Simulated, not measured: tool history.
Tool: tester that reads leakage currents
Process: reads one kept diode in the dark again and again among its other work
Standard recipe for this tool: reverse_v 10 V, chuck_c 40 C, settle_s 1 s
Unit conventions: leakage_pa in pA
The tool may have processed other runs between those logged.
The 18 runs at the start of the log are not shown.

run     day  reverse_v  chuck_c  settle_s  leakage_pa
     38.221  -- chuck's temperature calibrated
 19  38.442         10       45         1       906.9
 20  39.888         10       42         1      719.28
 21    41.7       19.9       22         1      183.96
 22  44.546       19.9       22         1      182.01
 23  47.288        5.2       43      4.98      570.75
 24  48.862         10       56      1.03      2084.2
 25  51.446         10       34      1.03      372.85
 26  53.938        2.5       21      6.93       62.18
 27  55.333        2.5       21      6.93       62.13
 28  58.246        1.8       32      1.08      141.82
 29  61.046        1.8       32      1.08      141.44
 30  62.358        1.3       32      1.08      121.77
 31  65.379       11.5       50       4.7     1417.34

Expected results for the next run?
 32  66.742         10       42         1           ?

{"run 32": {"leakage_pa": 717.54}}
Were there no unlogged condition in the tool, this run, its random variation unchanged, would have produced leakage_pa 717.51 pA.

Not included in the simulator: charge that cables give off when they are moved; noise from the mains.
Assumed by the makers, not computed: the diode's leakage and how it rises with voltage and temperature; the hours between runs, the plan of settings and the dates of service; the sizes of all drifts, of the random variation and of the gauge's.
